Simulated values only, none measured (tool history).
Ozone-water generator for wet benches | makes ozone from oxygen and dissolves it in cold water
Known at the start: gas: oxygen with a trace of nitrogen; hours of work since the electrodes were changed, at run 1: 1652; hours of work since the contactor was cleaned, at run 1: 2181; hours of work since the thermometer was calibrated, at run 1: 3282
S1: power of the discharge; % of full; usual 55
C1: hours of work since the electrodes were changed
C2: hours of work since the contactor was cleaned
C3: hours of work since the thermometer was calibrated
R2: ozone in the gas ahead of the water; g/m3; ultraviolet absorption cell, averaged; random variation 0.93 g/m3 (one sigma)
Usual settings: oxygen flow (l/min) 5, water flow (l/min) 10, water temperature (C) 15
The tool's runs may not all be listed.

Run 1, hour 0: usual settings; C1 1652; C2 2181; C3 3282. Result: dissolved ozone (ppm) 20.4, R2 156.6 g/m3.
Run 2, hour 115.4: usual settings; C1 1747; C2 2276; C3 3377. Result: dissolved ozone (ppm) 20.4, R2 156.8 g/m3.
Run 3, hour 199.8: usual settings but water temperature (C) 8; C1 1816; C2 2345; C3 3446. Result: dissolved ozone (ppm) 23, R2 157.2 g/m3.
Run 4, hour 311.1: usual settings but water temperature (C) 8; C1 1908; C2 2437; C3 3538. Result: dissolved ozone (ppm) 22.7, R2 156.3 g/m3.
Run 5, hour 419.2: usual settings but water temperature (C) 8; C1 1997; C2 2525; C3 3626. Result: dissolved ozone (ppm) 23.1, R2 156.3 g/m3.
Run 6, hour 577.9: usual settings but water temperature (C) 17; C1 2127; C2 2656; C3 3757. Result: dissolved ozone (ppm) 19.6, R2 155.5 g/m3.
Run 7, hour 682.4: usual settings but water temperature (C) 17; C1 2213; C2 2742; C3 3843. Result: dissolved ozone (ppm) 19.4, R2 155.9 g/m3.
Run 8, hour 766.6: usual settings but water temperature (C) 17; C1 2282; C2 2811; C3 3912. Result: dissolved ozone (ppm) 19.6, R2 154.2 g/m3.
Run 9, hour 851.5: usual settings but water flow (l/min) 9; C1 2352; C2 2881; C3 3982. Result: dissolved ozone (ppm) 21.8, R2 156.8 g/m3.
Run 10, hour 997: usual settings; C1 2471; C2 3000; C3 4101. Result: dissolved ozone (ppm) 20.3, R2 156.6 g/m3.
Run 11, hour 1103.7: usual settings; C1 2559; C2 3088; C3 4189. Result: dissolved ozone (ppm) 19.9, R2 155.7 g/m3.
Run 12, hour 1185.8: usual settings but water temperature (C) 7; C1 2626; C2 3155; C3 4256. Result: dissolved ozone (ppm) 23.3, R2 154.5 g/m3.
Run 13, hour 1315.1: usual settings but water temperature (C) 11; C1 2733; C2 3261; C3 4362. Result: dissolved ozone (ppm) 21.5, R2 155 g/m3.
Run 14, hour 1403.6: usual settings but water temperature (C) 11; C1 2805; C2 3334; C3 4435. Result: dissolved ozone (ppm) 21.8, R2 155.7 g/m3.
Run 15, hour 1501.9: usual settings but water temperature (C) 10; C1 2886; C2 3415; C3 4516. Result: dissolved ozone (ppm) 22, R2 155.1 g/m3.
Run 16, hour 1666.3: usual settings but water temperature (C) 10; C1 3021; C2 3550; C3 4651. Result: dissolved ozone (ppm) 22.1, R2 156.7 g/m3.
Run 17, hour 1830.9: usual settings but water temperature (C) 10; C1 3156; C2 3685; C3 4786. Result: dissolved ozone (ppm) 22.2, R2 153.6 g/m3.
Run 18, hour 1967.1: usual settings but water temperature (C) 10; C1 3268; C2 3797; C3 4898. Result: dissolved ozone (ppm) 22, R2 154.3 g/m3.
Run 19, hour 2121.7: usual settings but S1 63 % of full; C1 3395; C2 3924; C3 5025. Result: dissolved ozone (ppm) 22.4, R2 170.8 g/m3.
Run 20, hour 2231.9: usual settings but S1 53 % of full, water flow (l/min) 13, water temperature (C) 8; C1 3486; C2 4015; C3 5116. Result: dissolved ozone (ppm) 18, R2 149.4 g/m3.
Run 21, hour 2306: usual settings but S1 53 % of full, water flow (l/min) 13, water temperature (C) 8; C1 3546; C2 4075; C3 5176. Result: dissolved ozone (ppm) 17.6, R2 148.9 g/m3.
Run 22, hour 2386.4: usual settings but S1 79 % of full, water flow (l/min) 11, water temperature (C) 12; C1 3613; C2 4141; C3 5242. Result: dissolved ozone (ppm) 25.9, R2 197.7 g/m3.
Run 23, hour 2546.3: usual settings but oxygen flow (l/min) 2.96, water flow (l/min) 8, water temperature (C) 20; C1 3744; C2 4273; C3 5374. Result: dissolved ozone (ppm) 23, R2 201.5 g/m3.
Run 24, hour 2622.5: usual settings but S1 95 % of full, oxygen flow (l/min) 5.2, water flow (l/min) 15, water temperature (C) 17; C1 3806; C2 4335; C3 5436. Result: dissolved ozone (ppm) 20.9, R2 224.2 g/m3.

The next listed run, before its measurement:
Run 25, hour 2746.9: usual settings but S1 82 % of full, oxygen flow (l/min) 7.89, water flow (l/min) 16, water temperature (C) 18; C1 3909; C2 4438; C3 5539. Result: dissolved ozone (ppm) ?, R2 ?.

{"run 25": {"dissolved ozone (ppm)": 17.2, "R2": 162.5}}
Without the tool's hidden state the same run would have given dissolved ozone (ppm) 17.3, R2 166.1 g/m3.

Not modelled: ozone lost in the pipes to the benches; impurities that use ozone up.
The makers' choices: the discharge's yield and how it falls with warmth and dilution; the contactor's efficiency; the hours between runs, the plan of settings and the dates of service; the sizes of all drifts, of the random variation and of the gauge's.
